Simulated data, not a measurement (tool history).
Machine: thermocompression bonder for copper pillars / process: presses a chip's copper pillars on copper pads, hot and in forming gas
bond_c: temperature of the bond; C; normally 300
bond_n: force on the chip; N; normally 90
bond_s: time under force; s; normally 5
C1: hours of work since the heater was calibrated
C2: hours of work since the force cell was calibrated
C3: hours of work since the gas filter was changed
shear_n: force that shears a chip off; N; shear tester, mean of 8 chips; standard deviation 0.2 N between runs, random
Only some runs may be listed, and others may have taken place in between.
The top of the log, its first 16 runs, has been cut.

{"run": 17, "day": 36.429, "bond_c": 300, "bond_n": 90, "bond_s": 5, "C1": 560, "C2": 1182, "C3": 252, "shear_n": 46.6}
{"run": 18, "day": 39.933, "bond_c": 300, "bond_n": 90, "bond_s": 5, "C1": 614, "C2": 1236, "C3": 306, "shear_n": 47.0}
{"run": 19, "day": 42.562, "bond_c": 300, "bond_n": 134, "bond_s": 5, "C1": 655, "C2": 1277, "C3": 346, "shear_n": 59.1}
{"run": 20, "day": 46.179, "bond_c": 300, "bond_n": 134, "bond_s": 5, "C1": 711, "C2": 1333, "C3": 402, "shear_n": 58.6}
{"day": 46.471, "done": "force cell calibrated"}
{"day": 49.146, "done": "forming gas filter changed"}
{"run": 21, "day": 49.512, "bond_c": 300, "bond_n": 80, "bond_s": 4, "C1": 761, "C2": 46, "C3": 6, "shear_n": 39.9}
{"run": 22, "day": 53.229, "bond_c": 327, "bond_n": 101, "bond_s": 15, "C1": 818, "C2": 104, "C3": 63, "shear_n": 85.9}
{"run": 23, "day": 56.196, "bond_c": 327, "bond_n": 101, "bond_s": 15, "C1": 863, "C2": 149, "C3": 108, "shear_n": 86.2}
{"run": 24, "day": 59.729, "bond_c": 312, "bond_n": 56, "bond_s": 9, "C1": 918, "C2": 204, "C3": 163, "shear_n": 48.3}
{"run": 25, "day": 61.271, "bond_c": 312, "bond_n": 56, "bond_s": 9, "C1": 942, "C2": 228, "C3": 187, "shear_n": 48.7}
{"run": 26, "day": 64.0, "bond_c": 312, "bond_n": 56, "bond_s": 9, "C1": 984, "C2": 269, "C3": 229, "shear_n": 48.6}
{"day": 64.304, "done": "heater calibrated with a thermocouple chip"}
{"run": 27, "day": 66.542, "bond_c": 308, "bond_n": 55, "bond_s": 13, "C1": 34, "C2": 307, "C3": 267, "shear_n": 53.4}
{"run": 28, "day": 68.221, "bond_c": 308, "bond_n": 56, "bond_s": 13, "C1": 60, "C2": 333, "C3": 292, "shear_n": 53.6}
{"run": 29, "day": 69.804, "bond_c": 317, "bond_n": 104, "bond_s": 7, "C1": 85, "C2": 358, "C3": 317, "shear_n": 65.6}
{"run": 30, "day": 73.133, "bond_c": 317, "bond_n": 98, "bond_s": 7, "C1": 136, "C2": 409, "C3": 368, "shear_n": 64.0}
{"run": 31, "day": 76.433, "bond_c": 293, "bond_n": 59, "bond_s": 11, "C1": 187, "C2": 460, "C3": 419, "shear_n": 45.3}
{"day": 78.262, "done": "forming gas filter changed"}
{"run": 32, "day": 79.508, "bond_c": 283, "bond_n": 132, "bond_s": 4, "C1": 234, "C2": 507, "C3": 19, "shear_n": 46.2}
{"run": 33, "day": 82.1, "bond_c": 283, "bond_n": 72, "bond_s": 4, "C1": 274, "C2": 546, "C3": 59, "shear_n": 31.1}
{"run": 34, "day": 85.333, "bond_c": 297, "bond_n": 111, "bond_s": 3, "C1": 323, "C2": 596, "C3": 109, "shear_n": 42.3}
{"run": 35, "day": 88.688, "bond_c": 300, "bond_n": 65, "bond_s": 4, "C1": 375, "C2": 648, "C3": 160, "shear_n": 34.3}
{"run": 36, "day": 92.258, "bond_c": 300, "bond_n": 65, "bond_s": 4, "C1": 430, "C2": 703, "C3": 215, "shear_n": 34.6}
{"run": 37, "day": 94.475, "bond_c": 300, "bond_n": 65, "bond_s": 4, "C1": 464, "C2": 737, "C3": 250, "shear_n": 34.6}
{"run": 38, "day": 97.562, "bond_c": 300, "bond_n": 73, "bond_s": 4, "C1": 512, "C2": 785, "C3": 297, "shear_n": 37.3}
{"run": 39, "day": 99.325, "bond_c": 300, "bond_n": 73, "bond_s": 4, "C1": 539, "C2": 812, "C3": 324, "shear_n": 36.9}
{"run": 40, "day": 101.971, "bond_c": 300, "bond_n": 73, "bond_s": 4, "C1": 579, "C2": 852, "C3": 365, "shear_n": 36.9}

Alternative continuations, all from the tool just after run 40; predict every row:
{"run": "A", "day": 104.4, "bond_c": 319, "bond_n": 62, "bond_s": 7, "C1": 617, "C2": 890, "C3": 402, "shear_n": "?"}
{"run": "B", "day": 104.4, "bond_c": 330, "bond_n": 91, "bond_s": 5, "C1": 617, "C2": 890, "C3": 402, "shear_n": "?"}
{"run": "C", "day": 104.4, "bond_c": 314, "bond_n": 73, "bond_s": 4, "C1": 617, "C2": 890, "C3": 402, "shear_n": "?"}

run=A shear_n=49.9
run=B shear_n=60.2
run=C shear_n=42.0
With no hidden state in the tool, these same runs would have given:
run=A shear_n=50.0
run=B shear_n=60.4
run=C shear_n=42.1

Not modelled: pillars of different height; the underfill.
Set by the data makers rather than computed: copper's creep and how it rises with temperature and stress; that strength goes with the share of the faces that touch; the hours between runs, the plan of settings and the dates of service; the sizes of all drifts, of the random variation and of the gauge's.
